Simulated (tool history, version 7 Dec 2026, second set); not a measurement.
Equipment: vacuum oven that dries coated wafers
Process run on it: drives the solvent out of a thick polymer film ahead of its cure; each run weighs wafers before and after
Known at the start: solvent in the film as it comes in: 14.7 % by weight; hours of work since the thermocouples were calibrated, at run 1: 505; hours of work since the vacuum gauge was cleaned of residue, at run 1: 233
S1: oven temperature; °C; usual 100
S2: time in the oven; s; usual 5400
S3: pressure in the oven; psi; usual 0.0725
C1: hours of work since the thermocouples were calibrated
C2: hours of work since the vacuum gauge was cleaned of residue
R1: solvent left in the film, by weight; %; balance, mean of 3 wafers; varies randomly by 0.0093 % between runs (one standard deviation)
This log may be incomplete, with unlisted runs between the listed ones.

run	hour	S1	S2	S3	C1	C2	R1
1	0	100	5400	0.0725	505	233	2.021
2	22.4	100	5400	0.0725	517	245	1.999
3	49	100	5400	0.0725	531	259	2.019
4	67.6	100	7860	0.0725	541	269	1.068
5	96.2	100	7860	0.0725	556	284	1.06
6	125.2	100	7860	0.0725	571	299	1.063
7	153.9	100	7860	0.0725	586	314	1.067
8	178	100	7860	0.0725	599	327	1.07
9	209.6	100	5400	0.0431	615	343	1.859
10	242	100	5400	0.1021	632	360	2.108
11	258.1	100	5400	0.1021	641	369	2.113
12	283.4	100	5400	0.1021	654	382	2.139
13	299.4	106	5400	0.0725	662	390	0.958
14	320.3	106	4920	0.0725	673	401	1.132
15	337.9	106	4920	0.0725	682	410	1.116
16	365.5	106	4920	0.0725	697	425	1.14
# hour 368.7: vacuum gauge cleaned of residue and calibrated
17	394.8	100	5400	0.0725	711	14	2.032
18	414.7	100	5400	0.0725	722	24	2.024
19	444.8	100	5400	0.0725	738	40	2.032
20	458.2	92	5400	0.0725	745	47	4.174
# hour 484.4: vacuum gauge cleaned of residue and calibrated, once more
21	491.6	92	5400	0.0725	761	4	4.006
22	519.6	100	5220	0.0725	776	18	1.971
23	545	100	5220	0.0725	789	32	1.959
24	573.1	100	5220	0.0725	804	47	1.961
25	600.5	86	7860	0.0725	818	61	4.253
26	628.6	107	8220	0.1365	833	76	0.595
27	647.1	113	8220	0.1405	843	85	0.441
28	675	96	3480	0.0715	858	100	4.596
29	705.6	96	3480	0.1404	874	116	4.873
30	727.2	96	3480	0.1404	885	127	4.866
31	747	96	3480	0.1404	895	138	4.871
32	773.1	100	3900	0.1165	909	151	3.146
33	804.2	100	3900	0.1165	925	168	3.152
34	836.7	100	3900	0.1165	942	185	3.118
35	855.8	100	3900	0.1165	952	195	3.141
36	881	100	3900	0.1165	966	208	3.135
37	904.1	100	3900	0.1165	978	220	3.141
38	924.1	100	3900	0.1165	988	230	3.144
39	938.2	100	5280	0.1165	996	238	2.085
40	959.9	100	3840	0.1165	1007	249	3.181
41	986.2	90	5220	0.1111	1021	263	4.857
42	1010.6	90	5220	0.1111	1033	276	4.853
43	1034.4	90	5220	0.1111	1046	288	4.838
44	1056.7	90	5220	0.1111	1058	300	4.856
45	1075.3	94	5400	0.0725	1067	310	3.315
46	1093	90	2940	0.0725	1077	319	6.963

3 options for the next run, each taken on its own from the tool as it stands now. Forecast them:
A	1124.7	86	5400	0.1858	1093	336	?
B	1124.7	97	5400	0.045	1093	336	?
C	1124.7	102	5400	0.1371	1093	336	?

run	R1
A	6.32
B	2.388
C	1.684
With the hidden condition removed and each run's random variation left untouched, the same runs would have given:
run	R1
A	6.832
B	2.819
C	1.997

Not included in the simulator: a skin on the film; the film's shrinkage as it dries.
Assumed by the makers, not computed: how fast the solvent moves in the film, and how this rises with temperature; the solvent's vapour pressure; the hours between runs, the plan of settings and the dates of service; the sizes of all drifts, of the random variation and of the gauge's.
